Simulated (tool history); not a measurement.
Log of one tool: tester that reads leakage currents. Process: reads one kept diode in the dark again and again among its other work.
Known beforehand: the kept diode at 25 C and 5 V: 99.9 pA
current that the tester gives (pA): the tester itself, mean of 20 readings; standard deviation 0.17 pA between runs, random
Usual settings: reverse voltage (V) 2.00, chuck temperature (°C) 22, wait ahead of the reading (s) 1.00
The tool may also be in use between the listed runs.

run    hour  reverse voltage (V)  chuck temperature (°C)  wait ahead of the reading (s)  current that the tester gives (pA)
  1     0.0                 2.00                      22                           1.00                               53.79
  2    85.5                 2.00                      22                           1.00                               54.03
  3   129.0                 2.00                      22                           0.84                               53.66
  4   199.8                 2.00                      22                           0.45                               53.67
  5   246.0                19.77                      22                           1.00                              128.02
  6   295.7                19.77                      37                           1.00                              507.75
  7   345.5                19.77                      37                           1.00                              508.13
  8   393.5                19.77                      37                           1.00                              508.52
  9   453.6                 2.00                      22                           1.00                               53.88
 10   520.4                 2.00                      22                           1.00                               53.37
 11   567.1                 2.00                      22                           1.00                               53.78
 12   618.3                 2.00                      22                           1.00                               53.78
 13   687.8                 2.00                      22                           1.00                               53.56
 14   737.3                 2.00                      22                           1.00                               53.47
 15   808.7                 2.00                      22                           1.00                               52.75
 16   854.4                 2.00                      22                           5.74                               52.81
 17   892.2                 2.00                      22                           6.64                               52.94
 18   944.2                 6.33                      22                           6.64                               82.15
 19  1001.9                 6.33                      22                           6.64                               81.69
 20  1049.4                 1.26                      32                           0.31                              115.96
 21  1119.5                 3.55                      20                           0.77                               54.42
 22  1186.2                 2.17                      22                           1.00                               54.29
 23  1243.8                10.26                      22                           0.99                              100.61
 24  1306.7                 4.42                      26                           6.11                              103.32
 25  1391.7                 5.67                      51                           0.76                             1040.68
 26  1462.2                 5.67                      51                           0.76                             1045.89
 27  1530.1                 5.67                      51                           0.76                             1045.63
 28  1601.6                 2.33                      39                           0.76                              269.21
 29  1646.8                 2.00                      35                           1.70                              177.70
 30  1735.4                 5.18                      26                           0.41                              110.81

Estimate the outcome of run 31 from the log above:
 31  1804.1                 1.05                      22                           1.10                                   ?

current that the tester gives (pA): 40.81
On a tool with no hidden condition, and with the same random variation, this run would have come out at current that the tester gives (pA) 42.55.
